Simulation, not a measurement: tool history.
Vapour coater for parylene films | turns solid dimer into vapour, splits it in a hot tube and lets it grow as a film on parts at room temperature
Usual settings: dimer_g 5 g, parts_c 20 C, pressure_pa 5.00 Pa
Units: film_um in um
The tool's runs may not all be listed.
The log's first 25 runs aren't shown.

run 26 hour=627.4 | dimer_g=6 parts_c=20 pressure_pa=3.89 | film_um=1.34
run 27 hour=651.3 | dimer_g=6 parts_c=20 pressure_pa=3.89 | film_um=1.32
-- hour=680.8 trap's valve overhauled
run 28 hour=690.6 | dimer_g=3 parts_c=24 pressure_pa=2.52 | film_um=0.73
run 29 hour=711.1 | dimer_g=5 parts_c=20 pressure_pa=3.14 | film_um=1.31
run 30 hour=740.8 | dimer_g=5 parts_c=20 pressure_pa=3.14 | film_um=1.31
run 31 hour=769.6 | dimer_g=5 parts_c=20 pressure_pa=3.14 | film_um=1.29
run 32 hour=803.6 | dimer_g=5 parts_c=20 pressure_pa=3.14 | film_um=1.28
run 33 hour=822.8 | dimer_g=6 parts_c=20 pressure_pa=7.21 | film_um=1.27
run 34 hour=857.9 | dimer_g=6 parts_c=22 pressure_pa=7.21 | film_um=1.17
run 35 hour=887.7 | dimer_g=5 parts_c=17 pressure_pa=2.80 | film_um=1.37
run 36 hour=903.3 | dimer_g=7 parts_c=14 pressure_pa=3.27 | film_um=1.91
run 37 hour=931.8 | dimer_g=7 parts_c=14 pressure_pa=3.27 | film_um=1.90
run 38 hour=968.0 | dimer_g=7 parts_c=14 pressure_pa=3.27 | film_um=1.89
run 39 hour=995.4 | dimer_g=5 parts_c=20 pressure_pa=4.33 | film_um=1.11
run 40 hour=1015.4 | dimer_g=5 parts_c=20 pressure_pa=4.33 | film_um=1.12
run 41 hour=1039.7 | dimer_g=5 parts_c=16 pressure_pa=9.07 | film_um=1.04
run 42 hour=1070.2 | dimer_g=5 parts_c=20 pressure_pa=5.00 | film_um=1.04
-- hour=1093.9 trap's valve overhauled
run 43 hour=1095.9 | dimer_g=4 parts_c=15 pressure_pa=5.00 | film_um=1.14

Forecast each of these 5 alternatives for the next run:
run A hour=1124.8 | dimer_g=5 parts_c=21 pressure_pa=5.00 | film_um=?
run B hour=1124.8 | dimer_g=4 parts_c=15 pressure_pa=4.27 | film_um=?
run C hour=1124.8 | dimer_g=4 parts_c=26 pressure_pa=3.40 | film_um=?
run D hour=1124.8 | dimer_g=4 parts_c=17 pressure_pa=5.00 | film_um=?
run E hour=1124.8 | dimer_g=7 parts_c=14 pressure_pa=5.00 | film_um=?

run=A film_um=1.13
run=B film_um=1.17
run=C film_um=0.84
run=D film_um=1.07
run=E film_um=2.05
Without the tool's hidden state the same runs would have given:
run=A film_um=1.11
run=B film_um=1.14
run=C film_um=0.82
run=D film_um=1.05
run=E film_um=2.01
